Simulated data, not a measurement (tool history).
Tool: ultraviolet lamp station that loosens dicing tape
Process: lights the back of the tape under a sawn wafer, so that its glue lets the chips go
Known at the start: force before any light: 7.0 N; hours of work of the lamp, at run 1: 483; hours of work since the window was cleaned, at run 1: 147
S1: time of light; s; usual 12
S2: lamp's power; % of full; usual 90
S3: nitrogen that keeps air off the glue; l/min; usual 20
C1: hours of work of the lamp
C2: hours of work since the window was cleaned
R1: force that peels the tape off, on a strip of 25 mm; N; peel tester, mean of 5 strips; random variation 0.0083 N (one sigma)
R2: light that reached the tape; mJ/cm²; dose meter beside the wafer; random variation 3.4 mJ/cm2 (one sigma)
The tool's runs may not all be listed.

Run 1, hour 0.0: usual settings; C1 483; C2 147. Result: R1 0.341 N, R2 546 mJ/cm².
Run 2, hour 16.0: usual settings but S2 66 % of full; C1 496; C2 159. Result: R1 0.570 N, R2 397 mJ/cm².
Run 3, hour 28.5: usual settings; C1 505; C2 169. Result: R1 0.326 N, R2 545 mJ/cm².
Run 4, hour 51.6: usual settings but S1 8 s; C1 523; C2 187. Result: R1 0.619 N, R2 361 mJ/cm².
Run 5, hour 69.5: usual settings but S1 8 s; C1 537; C2 201. Result: R1 0.640 N, R2 365 mJ/cm².
Run 6, hour 99.8: usual settings but S1 8 s; C1 560; C2 224. Result: R1 0.639 N, R2 362 mJ/cm².
Run 7, hour 112.2: usual settings but S1 8 s; C1 570; C2 233. Result: R1 0.662 N, R2 366 mJ/cm².
Run 8, hour 125.4: usual settings but S1 8 s; C1 580; C2 244. Result: R1 0.634 N, R2 362 mJ/cm².
Run 9, hour 143.4: usual settings but S1 8 s; C1 594; C2 257. Result: R1 0.643 N, R2 364 mJ/cm².
Run 10, hour 173.3: usual settings but S3 30 l/min; C1 617; C2 280. Result: R1 0.292 N, R2 550 mJ/cm².
Run 11, hour 201.8: usual settings but S1 10 s; C1 639; C2 302. Result: R1 0.452 N, R2 453 mJ/cm².
At hour 222.6: lamp changed.
Run 12, hour 226.6: usual settings but S1 10 s, S2 69 % of full; C1 3; C2 321. Result: R1 0.719 N, R2 351 mJ/cm².
Run 13, hour 245.5: usual settings but S1 10 s, S2 69 % of full; C1 18; C2 335. Result: R1 0.682 N, R2 354 mJ/cm².
Run 14, hour 272.1: usual settings but S1 10 s, S2 69 % of full; C1 38; C2 356. Result: R1 0.673 N, R2 353 mJ/cm².
Run 15, hour 298.9: usual settings but S1 10 s, S2 69 % of full; C1 59; C2 376. Result: R1 0.707 N, R2 356 mJ/cm².
Run 16, hour 324.9: usual settings but S1 10 s, S2 69 % of full; C1 79; C2 396. Result: R1 0.712 N, R2 348 mJ/cm².
Run 17, hour 338.5: usual settings but S1 18 s; C1 89; C2 407. Result: R1 0.242 N, R2 828 mJ/cm².
Run 18, hour 360.7: usual settings but S2 78 % of full; C1 106; C2 424. Result: R1 0.408 N, R2 473 mJ/cm².
Run 19, hour 374.7: usual settings but S2 78 % of full, S3 27 l/min; C1 117; C2 435. Result: R1 0.342 N, R2 469 mJ/cm².
Run 20, hour 397.6: usual settings but S2 78 % of full, S3 27 l/min; C1 135; C2 452. Result: R1 0.359 N, R2 472 mJ/cm².
Run 21, hour 422.2: usual settings but S2 78 % of full, S3 27 l/min; C1 154; C2 471. Result: R1 0.349 N, R2 473 mJ/cm².
At hour 433.9: window cleaned of glue's vapour.
Run 22, hour 442.5: usual settings but S2 78 % of full, S3 27 l/min; C1 169; C2 7. Result: R1 0.345 N, R2 482 mJ/cm².
Run 23, hour 458.8: usual settings but S2 98 % of full, S3 24 l/min; C1 181; C2 19. Result: R1 0.276 N, R2 595 mJ/cm².
Run 24, hour 485.5: usual settings but S1 19 s, S2 87 % of full, S3 10 l/min; C1 202; C2 40. Result: R1 0.280 N, R2 831 mJ/cm².
Run 25, hour 500.6: usual settings but S1 22 s; C1 214; C2 51. Result: R1 0.234 N, R2 1004 mJ/cm².
Run 26, hour 514.8: usual settings but S1 22 s; C1 225; C2 62. Result: R1 0.233 N, R2 1002 mJ/cm².
Run 27, hour 533.5: usual settings but S1 10 s, S2 78 % of full, S3 13 l/min; C1 239; C2 77. Result: R1 0.757 N, R2 392 mJ/cm².
Run 28, hour 554.8: usual settings but S2 76 % of full, S3 16 l/min; C1 255; C2 93. Result: R1 0.472 N, R2 463 mJ/cm².
Run 29, hour 574.8: usual settings but S2 76 % of full, S3 16 l/min; C1 271; C2 109. Result: R1 0.490 N, R2 461 mJ/cm².
Run 30, hour 596.7: usual settings but S2 76 % of full, S3 16 l/min; C1 288; C2 125. Result: R1 0.496 N, R2 465 mJ/cm².
Run 31, hour 610.6: usual settings but S1 7 s, S2 84 % of full, S3 13 l/min; C1 298; C2 136. Result: R1 1.193 N, R2 299 mJ/cm².
Run 32, hour 638.2: usual settings but S1 22 s, S2 67 % of full; C1 320; C2 157. Result: R1 0.253 N, R2 750 mJ/cm².
Run 33, hour 665.1: usual settings but S2 64 % of full, S3 23 l/min; C1 340; C2 178. Result: R1 0.524 N, R2 391 mJ/cm².
Run 34, hour 688.8: usual settings but S2 64 % of full, S3 23 l/min; C1 359; C2 196. Result: R1 0.539 N, R2 384 mJ/cm².
Run 35, hour 710.6: usual settings but S2 64 % of full, S3 23 l/min; C1 375; C2 213. Result: R1 0.516 N, R2 388 mJ/cm².
Run 36, hour 724.4: usual settings but S1 7 s, S2 81 % of full, S3 34 l/min; C1 386; C2 224. Result: R1 0.714 N, R2 287 mJ/cm².
Run 37, hour 737.9: usual settings but S1 14 s, S2 69 % of full, S3 16 l/min; C1 396; C2 234. Result: R1 0.449 N, R2 488 mJ/cm².

Hidden state at the last listed run before each entry between runs and at the first one after, where it differs:
Between runs 11 and 12: lamp changed (hour 222.6)
  lamp's light, % of a new lamp's: 99.6 -> 100
Between runs 21 and 22: window cleaned of glue's vapour (hour 433.9)
  light that the window lets through, % of a clean one's: 99.8 -> 100

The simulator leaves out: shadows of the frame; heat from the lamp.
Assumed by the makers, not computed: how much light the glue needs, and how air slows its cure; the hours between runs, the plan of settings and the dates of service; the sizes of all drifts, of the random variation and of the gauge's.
